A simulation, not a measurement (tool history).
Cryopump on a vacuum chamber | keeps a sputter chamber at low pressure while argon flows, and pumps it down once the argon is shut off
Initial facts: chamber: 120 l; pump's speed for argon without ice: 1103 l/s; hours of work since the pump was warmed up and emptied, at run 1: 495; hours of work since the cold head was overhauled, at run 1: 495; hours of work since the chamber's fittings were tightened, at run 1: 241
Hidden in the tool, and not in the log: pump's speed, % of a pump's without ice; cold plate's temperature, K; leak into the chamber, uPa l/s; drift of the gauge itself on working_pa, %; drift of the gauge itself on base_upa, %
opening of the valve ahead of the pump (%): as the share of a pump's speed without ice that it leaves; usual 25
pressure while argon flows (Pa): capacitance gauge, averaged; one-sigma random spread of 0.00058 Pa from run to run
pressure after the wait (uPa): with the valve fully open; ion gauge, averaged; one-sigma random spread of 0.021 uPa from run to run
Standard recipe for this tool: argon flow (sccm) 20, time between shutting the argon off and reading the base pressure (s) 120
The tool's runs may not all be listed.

run   hour  argon flow (sccm)  time between shutting the argon off and reading the base pressure (s)  opening of the valve ahead of the pump (%)  hours of work since the pump was warmed up and emptied  hours of work since the cold head was overhauled  hours of work since the chamber's fittings were tightened  pressure while argon flows (Pa)  pressure after the wait (uPa)
  1    0.0                 20                                                                    120                                          25                                                     495                                               495                                                        241                           0.1251                           0.69
  2   12.2                 20                                                                    120                                          25                                                     503                                               503                                                        249                           0.1242                           0.73
  3   33.3                  9                                                                    120                                          25                                                     515                                               515                                                        261                           0.0558                           0.73
  4   46.8                  9                                                                    120                                          25                                                     523                                               523                                                        269                           0.0562                           0.73
  5   56.2                  9                                                                    120                                          25                                                     529                                               529                                                        275                           0.0548                           0.73
  6   69.4                  9                                                                    120                                          25                                                     537                                               537                                                        283                           0.0562                           0.72
  7   88.4                  9                                                                    120                                          25                                                     548                                               548                                                        294                           0.0563                           0.71
  8  110.0                  9                                                                    120                                          25                                                     561                                               561                                                        307                           0.0569                           0.85
  9  119.6                  9                                                                    120                                          25                                                     567                                               567                                                        313                           0.0551                           0.75
 10  129.3                 20                                                                    120                                          25                                                     573                                               573                                                        319                           0.1251                           0.76
 11  144.0                 20                                                                    120                                          25                                                     582                                               582                                                        328                           0.1255                           0.78
 12  156.0                 20                                                                     85                                          25                                                     589                                               589                                                        335                           0.1254                           0.88
 13  177.7                 24                                                                     85                                          25                                                     602                                               602                                                        348                           0.1503                           0.88
 14  195.5                 24                                                                     85                                          25                                                     613                                               613                                                        359                           0.1504                           0.84
 15  214.0                 24                                                                    120                                          30                                                     624                                               624                                                        370                           0.1253                           0.81
 16  224.9                 24                                                                    120                                          30                                                     630                                               630                                                        376                           0.1257                           0.78
 17  235.9                 24                                                                    120                                          30                                                     637                                               637                                                        383                           0.1247                           0.78
 18  256.3                 24                                                                    120                                          30                                                     649                                               649                                                        395                           0.1260                           0.79
 19  278.0                 24                                                                    120                                          30                                                     662                                               662                                                        408                           0.1257                           0.84
 20  294.0                 24                                                                    120                                          30                                                     672                                               672                                                        418                           0.1271                           0.88
 21  305.5                 24                                                                     84                                          17                                                     679                                               679                                                        425                           0.2199                           0.93
 22  318.9                 31                                                                     23                                          25                                                     687                                               687                                                        433                           0.1948                           1.82
 23  337.9                 31                                                                     27                                          32                                                     698                                               698                                                        444                           0.1532                           1.64
 24  359.4                 20                                                                     51                                          25                                                     711                                               711                                                        457                           0.1257                           1.21
 25  379.3                 10                                                                     43                                          18                                                     723                                               723                                                        469                           0.0862                           1.28

Difference, measured minus no-hidden-state, one row per run. Run-to-run variation is common to both terms; the gauge's own scatter need not be:
run  pressure while argon flows (Pa)  pressure after the wait (uPa)
  1                          +0.0021                          +0.20
  2                          +0.0022                          +0.20
  3                          +0.0010                          +0.22
  4                          +0.0010                          +0.22
  5                          +0.0010                          +0.22
  6                          +0.0010                          +0.23
  7                          +0.0010                          +0.23
  8                          +0.0010                          +0.26
  9                          +0.0011                          +0.25
 10                          +0.0024                          +0.26
 11                          +0.0025                          +0.26
 12                          +0.0025                          +0.27
 13                          +0.0031                          +0.29
 14                          +0.0032                          +0.29
 15                          +0.0032                          +0.30
 16                          +0.0033                          +0.30
 17                          +0.0033                          +0.30
 18                          +0.0034                          +0.31
 19                          +0.0034                          +0.33
 20                          +0.0035                          +0.34
 21                          +0.0035                          +0.34
 22                          +0.0045                          +0.35
 23                          +0.0047                          +0.36
 24                          +0.0030                          +0.37
 25                          +0.0016                          +0.38
